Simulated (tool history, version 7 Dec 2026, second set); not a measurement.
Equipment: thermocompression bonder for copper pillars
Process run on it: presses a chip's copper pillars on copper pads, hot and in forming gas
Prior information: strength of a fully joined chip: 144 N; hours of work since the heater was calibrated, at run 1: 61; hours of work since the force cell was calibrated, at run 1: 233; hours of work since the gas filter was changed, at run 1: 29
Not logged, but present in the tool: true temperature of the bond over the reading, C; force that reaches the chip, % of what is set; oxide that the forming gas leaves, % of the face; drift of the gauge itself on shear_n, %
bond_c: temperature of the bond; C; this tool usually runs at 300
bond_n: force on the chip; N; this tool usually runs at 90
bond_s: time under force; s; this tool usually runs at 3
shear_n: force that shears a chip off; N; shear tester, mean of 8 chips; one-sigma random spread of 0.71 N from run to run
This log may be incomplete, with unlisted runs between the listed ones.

run   hour  bond_c  bond_n  bond_s  hours of work since the heater was calibrated  hours of work since the force cell was calibrated  hours of work since the gas filter was changed  shear_n
  1    0.0     300      90       3                                             61                                                233                                              29     51.5
  2   24.8     300      90       3                                             77                                                249                                              45     50.5
  3   50.1     300      90       3                                             94                                                266                                              62     49.8
  4   78.2     300      90       3                                            112                                                284                                              81     49.9
  5   93.1     300      63       3                                            122                                                294                                              91     37.0
  6  110.9     300      73       3                                            134                                                306                                             102     41.6
  7  137.5     300      73       3                                            152                                                324                                             120     41.2
  8  163.9     300      90       4                                            169                                                341                                             137     53.6
  9  189.5     300      90       4                                            186                                                358                                             154     53.6
 10  211.5     300      90       4                                            200                                                372                                             169     51.9
     215.3  -- force cell calibrated
 11  228.3     300      90       4                                            211                                                  9                                             179     52.3
 12  256.8     300      90       4                                            229                                                 27                                             198     52.6
 13  278.8     313      90       4                                            244                                                 42                                             212     60.9
 14  300.0     327      85       8                                            258                                                 56                                             227     86.6
 15  318.0     327      85       8                                            270                                                 68                                             238     83.1
 16  333.3     327      85       8                                            280                                                 78                                             249     83.1
 17  367.5     325      90       3                                            303                                                101                                             271     62.2
 18  396.5     302      77       3                                            322                                                120                                             290     39.7
     412.5  -- force cell calibrated, once more
 19  414.2     279      90       3                                            333                                                  1                                             301     33.0
 20  440.6     305      90       2                                            350                                                 19                                             319     41.0
 21  457.3     305      57       7                                            361                                                 30                                             330     46.9
 22  473.5     312     115       3                                            372                                                 40                                             340     63.4
 23  500.9     300     131       8                                            390                                                 58                                             358     83.1
 24  521.2     275     105       3                                            403                                                 72                                             372     34.3
 25  543.2     275     105       3                                            418                                                 86                                             386     33.9
 26  573.4     300     110       3                                            438                                                106                                             406     51.2

3 ways to go on from here, each from the tool as it stands after run 26. What would each give?
     576.7  -- forming gas filter changed
  A  594.4     302      67       3                                            452                                                120                                              12        ?
     576.7  -- forming gas filter changed
  B  594.4     289     110       3                                            452                                                120                                              12        ?
     576.7  -- forming gas filter changed
  C  594.4     275      90       8                                            452                                                120                                              12        ?

run  shear_n
  A     37.4
  B     48.0
  C     49.1
Take away the tool's hidden state, keep each run's random variation, and the runs would have read:
run  shear_n
  A     41.9
  B     53.6
  C     55.1
